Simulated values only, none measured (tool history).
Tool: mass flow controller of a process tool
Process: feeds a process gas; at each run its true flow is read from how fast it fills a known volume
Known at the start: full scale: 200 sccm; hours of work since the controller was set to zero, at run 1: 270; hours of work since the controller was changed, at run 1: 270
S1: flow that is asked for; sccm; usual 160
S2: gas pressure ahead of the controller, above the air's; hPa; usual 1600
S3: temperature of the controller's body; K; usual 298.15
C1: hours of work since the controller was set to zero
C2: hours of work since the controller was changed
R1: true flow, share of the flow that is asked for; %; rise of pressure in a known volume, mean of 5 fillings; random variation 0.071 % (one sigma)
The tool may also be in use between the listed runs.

run,hour,S1,S2,S3,C1,C2,R1
1,0.0,160,1600,298.15,270,270,99.83
2,80.3,160,1600,298.15,294,294,99.75
3,119.3,160,1860,298.15,306,306,99.67
4,179.4,160,2210,298.15,324,324,99.56
5,258.5,160,2210,298.15,348,348,99.68
6,306.4,160,1600,298.15,362,362,100.08
7,375.7,147,1820,300.15,383,383,100.00
8,451.1,40,1580,297.15,406,406,98.57
9,495.0,40,1580,297.15,419,419,98.60
10,555.2,24,1450,298.15,437,437,98.65
11,616.1,160,1600,312.15,455,455,101.74

3 ways to go on from here, each from the tool as it stands after run 11. What would each give?
A,695.9,75,2690,301.15,479,479,?
B,695.9,160,2360,298.15,479,479,?
C,695.9,27,2140,296.15,479,479,?

run,R1
A,99.03
B,99.93
C,98.08
Without the tool's hidden state the same runs would have given:
run,R1
A,98.37
B,99.27
C,97.43

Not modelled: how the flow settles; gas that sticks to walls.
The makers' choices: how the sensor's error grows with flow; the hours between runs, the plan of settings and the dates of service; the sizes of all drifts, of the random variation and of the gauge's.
